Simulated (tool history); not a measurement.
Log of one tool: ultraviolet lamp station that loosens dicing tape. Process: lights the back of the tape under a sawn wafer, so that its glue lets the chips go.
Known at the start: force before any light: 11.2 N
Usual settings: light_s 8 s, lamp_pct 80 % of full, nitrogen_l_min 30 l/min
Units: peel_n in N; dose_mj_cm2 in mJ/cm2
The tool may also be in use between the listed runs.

run,hour,light_s,lamp_pct,nitrogen_l_min,peel_n,dose_mj_cm2
1,0.0,8,80,30,1.038,335
2,26.4,8,80,30,1.057,331
3,74.6,8,80,30,1.116,316
4,107.3,8,80,30,1.159,316
5,156.9,8,80,30,1.259,298
6,181.3,8,80,30,1.373,297
# hour 210.7: lamp changed
7,210.7,8,68,30,0.831,366
8,234.0,8,68,30,0.861,364
9,279.5,8,68,30,0.898,351
# hour 286.7: window cleaned of glue's vapour
10,306.5,8,94,30,0.290,577
11,343.4,8,94,30,0.319,567
12,373.2,8,94,30,0.336,561
13,395.3,8,94,30,0.342,546
14,422.4,8,64,30,0.820,368
15,449.5,8,64,30,0.862,365
16,486.1,8,86,25,0.489,475
17,511.8,8,86,25,0.531,473
18,540.6,7,62,20,1.653,292
19,590.7,7,75,20,1.154,342
20,622.5,4,97,30,1.753,250
21,664.6,4,97,30,1.899,244
22,718.0,8,73,16,1.201,355
23,740.4,4,98,41,1.812,229
24,781.1,4,98,41,1.960,225
25,814.7,4,98,41,1.965,224
26,839.4,4,98,41,2.084,223

5 ways to go on from here, each from the tool as it stands after run 26. What would each give?
A,890.3,8,67,30,?,?
B,890.3,12,75,19,?,?
C,890.3,10,98,41,?,?
D,890.3,8,69,30,?,?
E,890.3,5,66,23,?,?

run,peel_n,dose_mj_cm2
A,1.385,289
B,0.552,487
C,0.325,529
D,1.298,300
E,3.189,177
Without the tool's hidden state the same runs would have given:
run,peel_n,dose_mj_cm2
A,0.569,437
B,0.238,736
C,0.193,801
D,0.528,454
E,1.733,268
